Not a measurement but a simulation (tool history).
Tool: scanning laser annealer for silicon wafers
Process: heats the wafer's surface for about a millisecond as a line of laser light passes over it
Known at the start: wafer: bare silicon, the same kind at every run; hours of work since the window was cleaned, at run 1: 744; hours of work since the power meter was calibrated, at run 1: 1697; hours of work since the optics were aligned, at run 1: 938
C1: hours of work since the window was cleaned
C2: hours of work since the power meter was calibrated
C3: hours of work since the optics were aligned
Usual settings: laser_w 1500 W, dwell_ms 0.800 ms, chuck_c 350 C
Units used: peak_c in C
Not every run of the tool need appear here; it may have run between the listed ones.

run 1 hour=0.0 | laser_w=1500 dwell_ms=0.800 chuck_c=350 | C1=744 C2=1697 C3=938 | peak_c=1133
run 2 hour=79.2 | laser_w=1500 dwell_ms=0.800 chuck_c=350 | C1=807 C2=1760 C3=1001 | peak_c=1128
run 3 hour=116.9 | laser_w=1500 dwell_ms=0.800 chuck_c=350 | C1=837 C2=1790 C3=1031 | peak_c=1126
-- hour=144.3 window over the wafer cleaned
run 4 hour=183.5 | laser_w=1500 dwell_ms=0.800 chuck_c=363 | C1=31 C2=1841 C3=1082 | peak_c=1173
run 5 hour=252.0 | laser_w=1500 dwell_ms=0.800 chuck_c=363 | C1=85 C2=1895 C3=1136 | peak_c=1172
run 6 hour=309.0 | laser_w=1353 dwell_ms=0.800 chuck_c=350 | C1=130 C2=1940 C3=1181 | peak_c=1081
run 7 hour=349.3 | laser_w=1353 dwell_ms=0.800 chuck_c=350 | C1=162 C2=1972 C3=1213 | peak_c=1083
run 8 hour=410.1 | laser_w=1500 dwell_ms=0.800 chuck_c=350 | C1=210 C2=2020 C3=1261 | peak_c=1156
run 9 hour=496.1 | laser_w=1500 dwell_ms=0.732 chuck_c=362 | C1=279 C2=2089 C3=1329 | peak_c=1128
run 10 hour=544.1 | laser_w=1500 dwell_ms=0.732 chuck_c=362 | C1=317 C2=2127 C3=1367 | peak_c=1130
run 11 hour=613.9 | laser_w=1618 dwell_ms=0.732 chuck_c=362 | C1=372 C2=2182 C3=1423 | peak_c=1179
run 12 hour=665.9 | laser_w=1618 dwell_ms=0.732 chuck_c=362 | C1=413 C2=2223 C3=1464 | peak_c=1178
-- hour=693.9 optics aligned, line set to its width
run 13 hour=736.3 | laser_w=1642 dwell_ms=0.732 chuck_c=360 | C1=465 C2=2275 C3=34 | peak_c=1196
run 14 hour=778.2 | laser_w=1642 dwell_ms=0.732 chuck_c=360 | C1=498 C2=2308 C3=67 | peak_c=1190
run 15 hour=835.7 | laser_w=1642 dwell_ms=0.732 chuck_c=360 | C1=544 C2=2354 C3=112 | peak_c=1188

Below are 3 alternative next runs, each starting from the tool's condition after run 15. Predict each:
run A hour=885.9 | laser_w=1642 dwell_ms=0.732 chuck_c=352 | C1=583 C2=2393 C3=152 | peak_c=?
run B hour=885.9 | laser_w=1320 dwell_ms=0.938 chuck_c=371 | C1=583 C2=2393 C3=152 | peak_c=?
run C hour=885.9 | laser_w=1500 dwell_ms=0.877 chuck_c=350 | C1=583 C2=2393 C3=152 | peak_c=?

run=A peak_c=1178
run=B peak_c=1128
run=C peak_c=1177
Had the tool no hidden state, the same runs would have come out as:
run=A peak_c=1215
run=B peak_c=1161
run=C peak_c=1213
